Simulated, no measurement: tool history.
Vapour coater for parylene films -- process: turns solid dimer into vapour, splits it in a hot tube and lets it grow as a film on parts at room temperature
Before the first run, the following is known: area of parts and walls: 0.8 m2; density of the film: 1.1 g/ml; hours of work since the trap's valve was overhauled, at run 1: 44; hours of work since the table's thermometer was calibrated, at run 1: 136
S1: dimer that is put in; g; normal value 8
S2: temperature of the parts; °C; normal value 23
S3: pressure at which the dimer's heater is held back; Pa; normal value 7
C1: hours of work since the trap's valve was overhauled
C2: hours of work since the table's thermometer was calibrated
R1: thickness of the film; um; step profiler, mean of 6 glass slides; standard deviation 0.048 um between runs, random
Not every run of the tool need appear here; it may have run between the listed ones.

Run 1, hour 0: usual settings; C1 44; C2 136. Result: R1 5.38 um.
Run 2, hour 27.3: usual settings; C1 62; C2 155. Result: R1 5.28 um.
Run 3, hour 44.9: usual settings but S3 8.86 Pa; C1 74; C2 166. Result: R1 5.11 um.
Run 4, hour 72.2: usual settings; C1 92; C2 184. Result: R1 5.33 um.
Run 5, hour 91.3: usual settings but S2 16 °C; C1 105; C2 197. Result: R1 7.04 um.
Run 6, hour 117.4: usual settings but S2 16 °C; C1 122; C2 214. Result: R1 7.13 um.
Run 7, hour 138.6: usual settings; C1 136; C2 228. Result: R1 5.14 um.
Run 8, hour 160.6: usual settings; C1 151; C2 243. Result: R1 5.19 um.
Run 9, hour 185: usual settings; C1 167; C2 259. Result: R1 5.19 um.
Run 10, hour 211.5: usual settings but S1 12 g, S2 22 °C, S3 8.51 Pa; C1 185; C2 277. Result: R1 7.94 um.
Run 11, hour 238.5: usual settings but S1 12 g, S2 22 °C, S3 8.51 Pa; C1 203; C2 295. Result: R1 7.8 um.
Run 12, hour 258.4: usual settings but S1 12 g, S2 19 °C, S3 2.38 Pa; C1 216; C2 308. Result: R1 10.1 um.
Run 13, hour 281.2: usual settings but S1 4 g, S2 19 °C, S3 2.17 Pa; C1 231; C2 323. Result: R1 3.46 um.

Below are 3 alternative next runs, each starting from the tool's condition after run 13. Predict each:
Run A, hour 307.3: usual settings but S1 6 g, S2 19 °C, S3 6.1 Pa; C1 248; C2 341. Result: R1 ?.
Run B, hour 307.3: usual settings but S2 15 °C; C1 248; C2 341. Result: R1 ?.
Run C, hour 307.3: usual settings but S1 4 g, S2 19 °C, S3 2.21 Pa; C1 248; C2 341. Result: R1 ?.

run    R1
  A  4.62
  B  7.16
  C  3.37
Had the tool no hidden state, the same runs would have come out as:
run    R1
  A  4.95
  B  7.69
  C  3.61
